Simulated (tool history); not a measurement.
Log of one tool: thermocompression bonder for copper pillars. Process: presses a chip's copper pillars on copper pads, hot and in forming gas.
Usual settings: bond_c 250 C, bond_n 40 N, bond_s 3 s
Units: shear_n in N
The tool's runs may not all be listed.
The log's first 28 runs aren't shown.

| run | hour | bond_c | bond_n | bond_s | shear_n |
|---|---|---|---|---|---|
| 29 | 1643.6 | 250 | 30 | 2 | 76.3 |
| 30 | 1729.3 | 229 | 46 | 2 | 83.5 |
|  | 1739.0 | forming gas filter changed |
| 31 | 1787.2 | 229 | 46 | 2 | 91.4 |
| 32 | 1864.3 | 226 | 40 | 2 | 76.7 |
| 33 | 1932.7 | 239 | 40 | 2 | 84.1 |
| 34 | 1970.2 | 239 | 40 | 2 | 82.6 |
|  | 1997.6 | forming gas filter changed |
| 35 | 2022.0 | 239 | 40 | 2 | 91.8 |
| 36 | 2083.0 | 230 | 27 | 4 | 75.4 |
| 37 | 2165.0 | 264 | 43 | 3 | 116.0 |
| 38 | 2203.8 | 243 | 44 | 6 | 120.8 |
|  | 2255.1 | forming gas filter changed |
| 39 | 2265.1 | 241 | 39 | 5 | 115.5 |

3 ways to go on from here, each from the tool as it stands after run 39. What would each give?
| A | 2329.3 | 236 | 26 | 3 | ? |
| B | 2329.3 | 250 | 40 | 2 | ? |
| C | 2329.3 | 257 | 33 | 5 | ? |

| run | shear_n |
|---|---|
| A | 71.2 |
| B | 98.4 |
| C | 116.7 |
Without the tool's hidden state the same runs would have given:
| run | shear_n |
|---|---|
| A | 74.8 |
| B | 103.3 |
| C | 122.2 |
